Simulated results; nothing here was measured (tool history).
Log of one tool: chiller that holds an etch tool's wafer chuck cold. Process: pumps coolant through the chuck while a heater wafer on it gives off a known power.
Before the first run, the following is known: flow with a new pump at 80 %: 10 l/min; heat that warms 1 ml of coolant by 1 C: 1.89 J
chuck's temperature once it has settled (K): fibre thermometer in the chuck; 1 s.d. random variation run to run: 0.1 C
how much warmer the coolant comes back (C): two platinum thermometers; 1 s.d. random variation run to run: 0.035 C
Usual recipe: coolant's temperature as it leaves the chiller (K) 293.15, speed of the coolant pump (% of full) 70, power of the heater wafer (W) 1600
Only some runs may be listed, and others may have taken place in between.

run,hour,coolant's temperature as it leaves the chiller (K),speed of the coolant pump (% of full),power of the heater wafer (W),chuck's temperature once it has settled (K),how much warmer the coolant comes back (C)
1,0.0,293.15,70,1600,308.25,6.16
2,100.4,293.15,70,1600,308.25,6.17
3,175.1,293.15,70,1600,308.25,6.15
4,297.2,293.15,70,1600,308.25,6.22
5,397.4,293.15,70,1600,308.25,6.15
6,494.9,299.15,70,1600,314.65,6.15
7,563.1,299.15,70,1600,314.55,6.18
8,688.0,299.15,61,1600,316.25,7.21
9,801.6,299.15,61,1600,316.35,7.14
10,906.9,299.15,64,1600,315.85,6.83
11,1004.4,293.15,87,1892,308.95,5.95
12,1125.3,293.15,100,1562,304.75,4.29
13,1202.9,293.15,90,1522,305.35,4.63
14,1265.2,293.15,70,2236,315.15,8.79
15,1388.2,290.15,68,1741,307.75,7.02
16,1476.4,301.15,92,1600,314.05,4.79
17,1597.9,290.15,68,1784,308.15,7.26
18,1687.3,290.15,68,1784,308.05,7.24

Below are 3 alternative next runs, each starting from the tool's condition after run 18. Predict each:
A,1784.7,290.15,99,1784,?,?
B,1784.7,290.15,68,1236,?,?
C,1784.7,293.15,80,1394,?,?

run,chuck's temperature once it has settled (K),how much warmer the coolant comes back (C)
A,303.55,5.01
B,302.55,4.96
C,305.55,4.82
What these runs would have given with no unlogged condition in the tool:
run,chuck's temperature once it has settled (K),how much warmer the coolant comes back (C)
A,301.05,4.61
B,300.35,4.56
C,303.25,4.44
